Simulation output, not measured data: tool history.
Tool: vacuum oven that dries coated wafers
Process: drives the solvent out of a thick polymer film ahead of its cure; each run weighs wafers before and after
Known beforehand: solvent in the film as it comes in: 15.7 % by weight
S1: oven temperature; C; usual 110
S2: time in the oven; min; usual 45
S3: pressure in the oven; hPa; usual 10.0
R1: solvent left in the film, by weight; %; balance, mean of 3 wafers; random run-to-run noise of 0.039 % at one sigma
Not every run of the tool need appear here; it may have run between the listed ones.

run 1 hour=0.0 | S1=110 S2=45 S3=10.0 | R1=1.62
run 2 hour=31.3 | S1=110 S2=45 S3=10.0 | R1=1.70
run 3 hour=52.1 | S1=110 S2=26 S3=10.0 | R1=3.62
run 4 hour=72.9 | S1=110 S2=26 S3=8.4 | R1=3.62
run 5 hour=93.7 | S1=110 S2=26 S3=8.4 | R1=3.65
run 6 hour=133.7 | S1=110 S2=26 S3=8.4 | R1=3.60
run 7 hour=167.3 | S1=110 S2=45 S3=10.0 | R1=1.61
run 8 hour=191.8 | S1=110 S2=45 S3=10.0 | R1=1.67
run 9 hour=227.6 | S1=110 S2=45 S3=10.0 | R1=1.71
run 10 hour=266.5 | S1=110 S2=25 S3=10.0 | R1=3.77
run 11 hour=295.6 | S1=110 S2=25 S3=19.2 | R1=4.13
run 12 hour=334.4 | S1=110 S2=25 S3=19.2 | R1=4.07
run 13 hour=379.2 | S1=110 S2=43 S3=10.0 | R1=1.79
run 14 hour=422.6 | S1=110 S2=43 S3=10.0 | R1=1.80
run 15 hour=449.5 | S1=106 S2=53 S3=10.0 | R1=1.73
run 16 hour=469.4 | S1=106 S2=53 S3=10.0 | R1=1.72
run 17 hour=511.9 | S1=103 S2=65 S3=29.7 | R1=2.76
run 18 hour=538.4 | S1=124 S2=45 S3=24.1 | R1=0.96
run 19 hour=574.0 | S1=103 S2=63 S3=6.4 | R1=1.51
run 20 hour=606.3 | S1=97 S2=63 S3=15.4 | R1=2.95
run 21 hour=650.6 | S1=109 S2=77 S3=38.6 | R1=2.19
run 22 hour=685.5 | S1=109 S2=77 S3=38.6 | R1=2.10
run 23 hour=708.5 | S1=102 S2=29 S3=7.2 | R1=4.60
run 24 hour=731.4 | S1=102 S2=29 S3=7.2 | R1=4.59
run 25 hour=776.4 | S1=110 S2=26 S3=8.3 | R1=3.49
run 26 hour=803.3 | S1=110 S2=24 S3=39.6 | R1=4.92
run 27 hour=837.6 | S1=112 S2=35 S3=39.6 | R1=3.14
run 28 hour=866.8 | S1=104 S2=75 S3=10.0 | R1=1.23

Forecast each of these 4 alternatives for the next run:
run A hour=900.3 | S1=97 S2=75 S3=8.4 | R1=?
run B hour=900.3 | S1=121 S2=77 S3=10.0 | R1=?
run C hour=900.3 | S1=101 S2=78 S3=12.3 | R1=?
run D hour=900.3 | S1=104 S2=41 S3=10.0 | R1=?

run=A R1=2.02
run=B R1=0.47
run=C R1=1.64
run=D R1=2.83
Without the tool's unlogged condition, the same runs would have read:
run=A R1=2.00
run=B R1=0.37
run=C R1=1.59
run=D R1=2.94
